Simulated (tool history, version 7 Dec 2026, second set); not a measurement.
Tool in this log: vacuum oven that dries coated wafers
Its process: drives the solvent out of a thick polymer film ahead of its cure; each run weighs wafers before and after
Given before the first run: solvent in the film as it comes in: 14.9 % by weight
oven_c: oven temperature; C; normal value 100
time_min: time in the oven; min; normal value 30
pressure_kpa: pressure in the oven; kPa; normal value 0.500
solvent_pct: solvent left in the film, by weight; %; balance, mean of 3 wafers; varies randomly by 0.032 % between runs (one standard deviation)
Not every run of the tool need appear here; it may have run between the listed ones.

run 1 day=0.000 | oven_c=100 time_min=30 pressure_kpa=0.500 | solvent_pct=2.41
run 2 day=1.300 | oven_c=100 time_min=30 pressure_kpa=0.377 | solvent_pct=2.33
run 3 day=2.112 | oven_c=100 time_min=30 pressure_kpa=0.377 | solvent_pct=2.35
run 4 day=2.829 | oven_c=100 time_min=30 pressure_kpa=0.500 | solvent_pct=2.43
run 5 day=3.575 | oven_c=100 time_min=30 pressure_kpa=0.500 | solvent_pct=2.39
run 6 day=4.492 | oven_c=100 time_min=30 pressure_kpa=0.500 | solvent_pct=2.38
run 7 day=5.171 | oven_c=104 time_min=19 pressure_kpa=0.500 | solvent_pct=3.43
run 8 day=6.029 | oven_c=94 time_min=49 pressure_kpa=0.500 | solvent_pct=1.84
-- day=6.183 oven's thermocouples calibrated
run 9 day=7.429 | oven_c=106 time_min=21 pressure_kpa=0.992 | solvent_pct=2.67
run 10 day=8.758 | oven_c=95 time_min=52 pressure_kpa=0.632 | solvent_pct=1.56
-- day=9.562 oven's thermocouples calibrated, once more
run 11 day=10.046 | oven_c=95 time_min=52 pressure_kpa=0.632 | solvent_pct=1.55

Branching from run 11: 3 alternative next runs. What would each branch give?
run A day=11.467 | oven_c=100 time_min=30 pressure_kpa=0.497 | solvent_pct=?
run B day=11.467 | oven_c=104 time_min=30 pressure_kpa=0.434 | solvent_pct=?
run C day=11.467 | oven_c=94 time_min=19 pressure_kpa=0.632 | solvent_pct=?

run=A solvent_pct=2.49
run=B solvent_pct=1.70
run=C solvent_pct=5.72
Take away the tool's hidden state, keep each run's random variation, and the runs would have read:
run=A solvent_pct=2.33
run=B solvent_pct=1.56
run=C solvent_pct=5.53

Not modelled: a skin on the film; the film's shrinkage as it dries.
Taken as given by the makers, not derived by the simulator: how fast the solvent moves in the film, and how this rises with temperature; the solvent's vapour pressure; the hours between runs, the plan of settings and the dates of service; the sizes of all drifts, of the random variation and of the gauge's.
